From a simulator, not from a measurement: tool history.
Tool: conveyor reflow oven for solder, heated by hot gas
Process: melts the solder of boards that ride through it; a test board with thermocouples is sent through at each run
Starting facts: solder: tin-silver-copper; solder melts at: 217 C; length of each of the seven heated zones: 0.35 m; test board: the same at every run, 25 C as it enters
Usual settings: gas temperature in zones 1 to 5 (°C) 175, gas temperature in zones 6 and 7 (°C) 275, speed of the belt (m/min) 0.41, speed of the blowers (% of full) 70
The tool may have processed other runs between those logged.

| run | day | gas temperature in zones 1 to 5 (°C) | gas temperature in zones 6 and 7 (°C) | speed of the belt (m/min) | speed of the blowers (% of full) | highest temperature of the board (°C) | time above the solder's melting point (s) |
|---|---|---|---|---|---|---|---|
| 1 | 0 | 175 | 275 | 0.41 | 70 | 261.9 | 89.8 |
| 2 | 1.004 | 175 | 275 | 0.41 | 70 | 261.9 | 89.8 |
| 3 | 2.812 | 175 | 275 | 0.486 | 70 | 256.4 | 70.9 |
|  | 4.729 | flux residue cleaned out of gas plates and filters |
| 4 | 4.75 | 175 | 275 | 0.486 | 70 | 257.4 | 71.8 |
| 5 | 6.304 | 175 | 275 | 0.486 | 70 | 257.2 | 71.7 |
| 6 | 7.233 | 175 | 275 | 0.41 | 53 | 259.8 | 88.1 |
| 7 | 8.967 | 175 | 275 | 0.412 | 70 | 261.9 | 89.9 |
| 8 | 10.625 | 175 | 275 | 0.412 | 70 | 261.9 | 89.9 |
| 9 | 12.271 | 175 | 275 | 0.41 | 70 | 261.9 | 90.3 |
| 10 | 14.267 | 175 | 275 | 0.41 | 68 | 261.4 | 90.1 |
| 11 | 15.333 | 175 | 275 | 0.41 | 68 | 261.4 | 90.2 |
|  | 16.029 | belt drive overhauled, speed set with a stopwatch |
| 12 | 17.625 | 175 | 275 | 0.41 | 68 | 261.3 | 90.6 |
| 13 | 18.996 | 175 | 275 | 0.41 | 68 | 261.3 | 90.8 |
|  | 19.675 | flux residue cleaned out of gas plates and filters |
| 14 | 20.938 | 175 | 275 | 0.41 | 68 | 262 | 91.5 |
| 15 | 22.225 | 175 | 283 | 0.41 | 70 | 269.7 | 96.4 |
| 16 | 23.604 | 172 | 275 | 0.333 | 70 | 266.4 | 116.5 |
| 17 | 24.596 | 186 | 275 | 0.399 | 70 | 264 | 101.2 |
|  | 25.425 | thermocouples of zones 6 and 7 changed |
| 18 | 25.975 | 186 | 275 | 0.399 | 70 | 266 | 102.3 |
| 19 | 27.692 | 171 | 275 | 0.41 | 70 | 263.6 | 90.9 |
|  | 28.862 | belt drive overhauled, speed set with a stopwatch, once more |
| 20 | 29.942 | 184 | 275 | 0.424 | 88 | 264.5 | 89.8 |
| 21 | 31.004 | 184 | 275 | 0.424 | 88 | 264.4 | 89.8 |
| 22 | 33.188 | 184 | 272 | 0.371 | 88 | 264.5 | 103.1 |
| 23 | 34.438 | 181 | 285 | 0.371 | 88 | 276.5 | 108.3 |
|  | 34.833 | flux residue cleaned out of gas plates and filters |
| 24 | 36.579 | 181 | 285 | 0.371 | 88 | 276.9 | 108.9 |
| 25 | 38.146 | 181 | 285 | 0.371 | 88 | 276.9 | 108.7 |
| 26 | 39.517 | 181 | 285 | 0.371 | 88 | 276.6 | 108.9 |
| 27 | 41.758 | 171 | 271 | 0.486 | 62 | 251.6 | 62.8 |
| 28 | 43.308 | 165 | 286 | 0.361 | 56 | 273.3 | 103.3 |
| 29 | 44.35 | 178 | 269 | 0.41 | 70 | 257.3 | 85.2 |

Alternative continuations, all from the tool just after run 29; predict every row:
| A | 45.708 | 178 | 270 | 0.467 | 70 | ? | ? |
| B | 45.708 | 175 | 268 | 0.488 | 64 | ? | ? |
| C | 45.708 | 180 | 275 | 0.474 | 71 | ? | ? |
| D | 45.708 | 175 | 269 | 0.458 | 70 | ? | ? |
| E | 45.708 | 164 | 275 | 0.41 | 70 | ? | ? |

| run | highest temperature of the board (°C) | time above the solder's melting point (s) |
|---|---|---|
| A | 254.3 | 71.6 |
| B | 249.8 | 62.7 |
| C | 258.7 | 74.5 |
| D | 253.6 | 71.2 |
| E | 260.6 | 82 |
With no hidden state in the tool, these same runs would have given:
| run | highest temperature of the board (°C) | time above the solder's melting point (s) |
|---|---|---|
| A | 255.3 | 71.8 |
| B | 250.7 | 63.1 |
| C | 259.7 | 74.6 |
| D | 254.6 | 71.5 |
| E | 261.6 | 82.1 |

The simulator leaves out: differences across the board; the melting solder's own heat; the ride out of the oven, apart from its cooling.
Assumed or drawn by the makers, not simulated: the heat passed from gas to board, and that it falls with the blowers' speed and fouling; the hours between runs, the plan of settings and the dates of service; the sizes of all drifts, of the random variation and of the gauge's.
